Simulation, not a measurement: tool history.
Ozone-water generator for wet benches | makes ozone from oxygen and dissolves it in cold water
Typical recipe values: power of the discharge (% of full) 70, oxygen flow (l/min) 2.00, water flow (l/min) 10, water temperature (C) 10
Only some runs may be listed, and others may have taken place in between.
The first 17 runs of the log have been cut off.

run	hour	power of the discharge (% of full)	oxygen flow (l/min)	water flow (l/min)	water temperature (C)	hours of work since the electrodes were changed	hours of work since the contactor was cleaned	hours of work since the thermometer was calibrated	dissolved ozone (ppm)	ozone in the gas ahead of the water (g/m3)
18	1094.4	46	2.00	10	5	3042	4845	4845	18.5	188.3
19	1186.7	56	2.00	13	7	3106	4909	4909	14.9	206.5
20	1226.4	56	2.00	13	7	3134	4937	4937	14.7	206.6
21	1301.3	56	2.00	13	7	3186	4989	4989	15.0	206.5
22	1376.8	70	2.22	11	8	3239	5042	5042	19.9	218.2
23	1439.8	70	2.00	10	10	3282	5086	5086	21.7	232.3
24	1516.7	70	2.00	10	10	3336	5139	5139	21.3	232.0
25	1575.9	70	1.11	10	10	3377	5181	5181	20.9	341.4
26	1616.5	70	1.11	10	10	3406	5209	5209	20.6	335.4
27	1701.0	70	2.00	13	10	3464	5268	5268	16.3	229.0
# hour 1706.6: water thermometer calibrated
# hour 1771.0: contactor cleaned
28	1778.8	41	2.00	10	11	3515	5	47	16.4	176.7
29	1868.9	70	1.06	10	10	3578	68	110	20.6	351.9
# hour 1915.3: gauge calibrated
30	1945.4	84	1.43	6	8	3632	122	164	39.9	322.9
31	2010.9	84	1.43	6	8	3677	167	209	40.1	320.8
32	2101.3	84	1.43	6	8	3740	230	272	39.7	321.9

Branching from run 32: 4 alternative next runs. What would each branch give?
A	2187.6	84	1.43	11	11	3800	290	332	?	?
B	2187.6	70	2.00	15	13	3800	290	332	?	?
C	2187.6	43	2.00	10	10	3800	290	332	?	?
D	2187.6	70	2.00	10	10	3800	290	332	?	?

run	dissolved ozone (ppm)	ozone in the gas ahead of the water (g/m3)
A	21.1	320.2
B	13.5	232.8
C	16.9	185.3
D	21.5	233.5
The same runs, with their run-to-run variation unchanged, on a tool lacking any hidden condition would have given:
run	dissolved ozone (ppm)	ozone in the gas ahead of the water (g/m3)
A	21.1	322.1
B	13.6	234.2
C	16.9	186.3
D	21.6	234.9

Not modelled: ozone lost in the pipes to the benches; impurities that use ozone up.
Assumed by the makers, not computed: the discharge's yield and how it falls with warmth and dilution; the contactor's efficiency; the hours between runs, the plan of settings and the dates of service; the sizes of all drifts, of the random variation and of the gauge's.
